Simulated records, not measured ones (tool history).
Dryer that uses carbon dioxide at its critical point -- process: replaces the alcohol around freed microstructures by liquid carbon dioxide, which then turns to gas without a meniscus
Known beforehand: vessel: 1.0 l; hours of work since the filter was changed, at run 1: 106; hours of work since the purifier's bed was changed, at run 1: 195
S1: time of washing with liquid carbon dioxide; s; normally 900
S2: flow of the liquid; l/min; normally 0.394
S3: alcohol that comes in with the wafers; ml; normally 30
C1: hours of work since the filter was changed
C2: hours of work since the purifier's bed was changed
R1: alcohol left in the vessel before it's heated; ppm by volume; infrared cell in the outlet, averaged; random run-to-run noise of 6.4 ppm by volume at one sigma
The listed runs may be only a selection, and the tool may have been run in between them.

run 1 hour=0.0 | S1=900 S2=0.394 S3=30 | C1=106 C2=195 | R1=317
run 2 hour=9.8 | S1=1020 S2=0.394 S3=30 | C1=112 C2=201 | R1=201
run 3 hour=19.8 | S1=1020 S2=0.394 S3=23 | C1=119 C2=207 | R1=161
run 4 hour=30.2 | S1=1020 S2=0.394 S3=23 | C1=125 C2=213 | R1=168
run 5 hour=35.4 | S1=1020 S2=0.394 S3=23 | C1=128 C2=217 | R1=168
run 6 hour=43.1 | S1=900 S2=0.394 S3=30 | C1=133 C2=221 | R1=337
run 7 hour=49.3 | S1=900 S2=0.394 S3=30 | C1=137 C2=225 | R1=333
run 8 hour=54.2 | S1=900 S2=0.394 S3=30 | C1=140 C2=228 | R1=343
run 9 hour=60.7 | S1=1380 S2=0.394 S3=30 | C1=144 C2=232 | R1=76
run 10 hour=71.1 | S1=1380 S2=0.394 S3=30 | C1=150 C2=238 | R1=74
run 11 hour=82.6 | S1=1380 S2=0.394 S3=30 | C1=157 C2=245 | R1=70
run 12 hour=90.6 | S1=1380 S2=0.394 S3=30 | C1=162 C2=250 | R1=73
run 13 hour=95.8 | S1=1380 S2=0.394 S3=30 | C1=165 C2=254 | R1=83
run 14 hour=103.2 | S1=1380 S2=0.394 S3=30 | C1=170 C2=258 | R1=72
run 15 hour=112.0 | S1=1200 S2=0.394 S3=30 | C1=175 C2=263 | R1=126
run 16 hour=118.8 | S1=1200 S2=0.394 S3=30 | C1=179 C2=268 | R1=114
run 17 hour=127.7 | S1=1200 S2=0.394 S3=30 | C1=185 C2=273 | R1=123
run 18 hour=137.7 | S1=900 S2=0.394 S3=23 | C1=191 C2=279 | R1=300
run 19 hour=148.9 | S1=900 S2=0.394 S3=23 | C1=198 C2=286 | R1=281
run 20 hour=154.8 | S1=1320 S2=0.394 S3=30 | C1=201 C2=290 | R1=95
run 21 hour=164.3 | S1=900 S2=0.394 S3=30 | C1=207 C2=296 | R1=346
run 22 hour=175.5 | S1=900 S2=0.394 S3=30 | C1=214 C2=302 | R1=366
run 23 hour=186.8 | S1=900 S2=0.394 S3=30 | C1=221 C2=309 | R1=362
run 24 hour=193.0 | S1=900 S2=0.394 S3=30 | C1=225 C2=313 | R1=358
run 25 hour=201.6 | S1=660 S2=0.238 S3=64 | C1=230 C2=318 | R1=8560
run 26 hour=209.1 | S1=660 S2=0.238 S3=64 | C1=235 C2=323 | R1=8400
run 27 hour=217.2 | S1=900 S2=0.418 S3=36 | C1=240 C2=328 | R1=333
run 28 hour=223.8 | S1=1320 S2=0.459 S3=45 | C1=244 C2=332 | R1=84
run 29 hour=232.9 | S1=840 S2=0.459 S3=82 | C1=249 C2=338 | R1=632
run 30 hour=241.1 | S1=840 S2=0.394 S3=30 | C1=254 C2=343 | R1=482
run 31 hour=248.6 | S1=840 S2=0.394 S3=30 | C1=259 C2=347 | R1=484
run 32 hour=256.1 | S1=840 S2=0.394 S3=30 | C1=263 C2=352 | R1=481
run 33 hour=265.7 | S1=1020 S2=0.360 S3=21 | C1=269 C2=358 | R1=260
run 34 hour=273.8 | S1=900 S2=0.630 S3=54 | C1=274 C2=363 | R1=98
run 35 hour=282.0 | S1=900 S2=0.491 S3=39 | C1=279 C2=368 | R1=196
run 36 hour=286.8 | S1=720 S2=0.500 S3=86 | C1=282 C2=371 | R1=932
run 37 hour=297.1 | S1=720 S2=0.393 S3=90 | C1=289 C2=377 | R1=2417
run 38 hour=305.0 | S1=900 S2=0.554 S3=30 | C1=293 C2=382 | R1=125
run 39 hour=314.4 | S1=960 S2=0.554 S3=40 | C1=299 C2=388 | R1=127
run 40 hour=323.8 | S1=720 S2=0.378 S3=30 | C1=305 C2=393 | R1=960
run 41 hour=331.1 | S1=540 S2=0.612 S3=93 | C1=309 C2=398 | R1=1418
run 42 hour=337.2 | S1=660 S2=0.392 S3=30 | C1=313 C2=402 | R1=1197
run 43 hour=344.1 | S1=660 S2=0.634 S3=37 | C1=317 C2=406 | R1=261
run 44 hour=355.3 | S1=780 S2=0.645 S3=37 | C1=324 C2=413 | R1=141
run 45 hour=363.1 | S1=780 S2=0.645 S3=37 | C1=329 C2=417 | R1=134
run 46 hour=374.3 | S1=1020 S2=0.354 S3=34 | C1=336 C2=424 | R1=416
run 47 hour=383.8 | S1=1020 S2=0.354 S3=34 | C1=342 C2=430 | R1=406

How would selected steps in R1 from run to run divide? Give the signed amount a tool lacking its hidden state would still show from settings, what came in and random variation, and the signed amount left for the hidden state, including any gauge scatter that is not in both of the compared results.
Hidden state at play: flow that reaches the vessel past the clogged filter, %; alcohol in the recycled carbon dioxide, ppm; drift of the gauge itself on alcohol_ppm, %.
Run 24 -> 25: S1 900 -> 660, S2 0.394 -> 0.238, S3 30 -> 64. R1 +8202 ppm by volume: hidden state +484, all else +7718.
Run 26 -> 27: S1 660 -> 900, S2 0.238 -> 0.418, S3 64 -> 36. R1 -8067 ppm by volume: hidden state -479, all else -7588.
Run 37 -> 38: S1 720 -> 900, S2 0.393 -> 0.554, S3 90 -> 30. R1 -2292 ppm by volume: hidden state -292, all else -2000.
